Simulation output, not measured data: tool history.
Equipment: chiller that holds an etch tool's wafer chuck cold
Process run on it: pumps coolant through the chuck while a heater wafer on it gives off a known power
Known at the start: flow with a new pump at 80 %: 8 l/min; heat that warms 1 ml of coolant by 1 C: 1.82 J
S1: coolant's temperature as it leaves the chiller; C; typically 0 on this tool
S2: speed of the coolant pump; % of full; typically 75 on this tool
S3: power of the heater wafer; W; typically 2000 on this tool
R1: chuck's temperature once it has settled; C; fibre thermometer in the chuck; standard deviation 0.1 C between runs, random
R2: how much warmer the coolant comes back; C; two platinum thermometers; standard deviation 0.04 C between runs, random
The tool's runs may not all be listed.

run 1 day=0 | S1=0 S2=75 S3=2000 | R1=17.1 R2=10.04
run 2 day=5.521 | S1=0 S2=75 S3=1443 | R1=12.1 R2=7.29
run 3 day=12.708 | S1=0 S2=75 S3=2000 | R1=17.1 R2=10.13
run 4 day=19.867 | S1=0 S2=75 S3=2000 | R1=17 R2=10.21
run 5 day=25.217 | S1=0 S2=75 S3=2000 | R1=17.2 R2=10.26
run 6 day=29.85 | S1=0 S2=75 S3=2000 | R1=17 R2=10.26
run 7 day=34.404 | S1=0 S2=75 S3=2000 | R1=17.4 R2=10.36
run 8 day=42.146 | S1=0 S2=75 S3=2445 | R1=21.2 R2=12.6
run 9 day=45.596 | S1=0 S2=75 S3=2445 | R1=21.4 R2=12.73
run 10 day=49.075 | S1=-7 S2=75 S3=2445 | R1=16.6 R2=14.33
run 11 day=56.133 | S1=-7 S2=75 S3=2445 | R1=16.6 R2=14.48
run 12 day=62.404 | S1=-7 S2=75 S3=2445 | R1=16.9 R2=14.52
run 13 day=66.896 | S1=-7 S2=75 S3=2445 | R1=16.9 R2=14.5
run 14 day=71.996 | S1=-3 S2=64 S3=2894 | R1=29.7 R2=20.47
run 15 day=76.192 | S1=0 S2=83 S3=2000 | R1=14.1 R2=7.97
run 16 day=79.858 | S1=0 S2=83 S3=2000 | R1=14 R2=8
run 17 day=87.192 | S1=5 S2=75 S3=2359 | R1=23.3 R2=10.58
run 18 day=91.508 | S1=5 S2=75 S3=2359 | R1=23.4 R2=10.57
run 19 day=97.117 | S1=0 S2=83 S3=2504 | R1=17.9 R2=10.02
run 20 day=101.933 | S1=7 S2=62 S3=2446 | R1=29.9 R2=13.57

Taken out of this log: 2 entries between the listed runs. Where each belongs, and how the hidden state differs across it:
In the gap between runs 9 and 10: coolant pump overhauled (day 46.158)
  heat passed by the chuck's channels, % of clean ones': 95.2 -> 95.1; flow at a given pump speed, % of a new pump's: 85.1 -> 75.2; coolant's true temperature over the reading, C: -0.2 -> -0.21
  difference, measured minus the result without the unlogged condition, R1: +3 -> +5.3 C; R2: +1.89 -> +3.57 C
In the gap between runs 14 and 15: coolant pump overhauled, once more (day 73.721)
  heat passed by the chuck's channels, % of clean ones': 94 -> 93.9; flow at a given pump speed, % of a new pump's: 74 -> 99.1; coolant's true temperature over the reading, C: -0.29 -> -0.3
  difference, measured minus the result without the unlogged condition, R1: +7.8 -> +0.4 C; R2: +5.32 -> +0.07 C
